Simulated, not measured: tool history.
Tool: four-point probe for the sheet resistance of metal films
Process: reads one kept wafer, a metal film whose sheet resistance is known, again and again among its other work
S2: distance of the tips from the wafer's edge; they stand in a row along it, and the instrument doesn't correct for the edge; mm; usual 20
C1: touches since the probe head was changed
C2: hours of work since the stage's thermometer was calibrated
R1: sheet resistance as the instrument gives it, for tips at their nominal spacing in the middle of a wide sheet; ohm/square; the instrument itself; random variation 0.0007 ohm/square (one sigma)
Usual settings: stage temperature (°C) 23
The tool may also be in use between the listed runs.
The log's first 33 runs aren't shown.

Run 34, hour 856.9: usual settings but stage temperature (°C) 32, S2 14 mm; C1 27518; C2 1012. Result: R1 3.545000 ohm/square.
Run 35, hour 887.4: usual settings but stage temperature (°C) 32, S2 14 mm; C1 27987; C2 1033. Result: R1 3.543551 ohm/square.
Run 36, hour 917.6: usual settings but stage temperature (°C) 32, S2 14 mm; C1 28450; C2 1054. Result: R1 3.544935 ohm/square.
Run 37, hour 949.5: usual settings but stage temperature (°C) 30, S2 41 mm; C1 28942; C2 1076. Result: R1 3.532657 ohm/square.
Run 38, hour 984.0: usual settings but stage temperature (°C) 32, S2 41 mm; C1 29470; C2 1099. Result: R1 3.536408 ohm/square.
Run 39, hour 1012.3: usual settings but stage temperature (°C) 26, S2 56 mm; C1 29905; C2 1119. Result: R1 3.527984 ohm/square.
Run 40, hour 1029.8: usual settings but stage temperature (°C) 19, S2 18 mm; C1 30175; C2 1131. Result: R1 3.524253 ohm/square.
Run 41, hour 1054.6: usual settings but stage temperature (°C) 31, S2 70 mm; C1 30556; C2 1148. Result: R1 3.534111 ohm/square.
Run 42, hour 1079.7: usual settings but stage temperature (°C) 26, S2 7 mm; C1 30941; C2 1165. Result: R1 3.565118 ohm/square.
Run 43, hour 1104.6: usual settings but stage temperature (°C) 19; C1 31324; C2 1182. Result: R1 3.523214 ohm/square.
Run 44, hour 1119.2: usual settings but stage temperature (°C) 19; C1 31547; C2 1192. Result: R1 3.523051 ohm/square.

4 ways to go on from here, each from the tool as it stands after run 44. What would each give?
Run A, hour 1148.1: usual settings but stage temperature (°C) 19, S2 15 mm; C1 31992; C2 1212. Result: R1 ?.
Run B, hour 1148.1: usual settings but S2 15 mm; C1 31992; C2 1212. Result: R1 ?.
Run C, hour 1148.1: usual settings but stage temperature (°C) 21, S2 64 mm; C1 31992; C2 1212. Result: R1 ?.
Run D, hour 1148.1: usual settings but stage temperature (°C) 28; C1 31992; C2 1212. Result: R1 ?.

run        R1
  A  3.526397
  B  3.532495
  C  3.521659
  D  3.534435
Without the tool's hidden state the same runs would have given:
run        R1
  A  3.494634
  B  3.500647
  C  3.489917
  D  3.502529

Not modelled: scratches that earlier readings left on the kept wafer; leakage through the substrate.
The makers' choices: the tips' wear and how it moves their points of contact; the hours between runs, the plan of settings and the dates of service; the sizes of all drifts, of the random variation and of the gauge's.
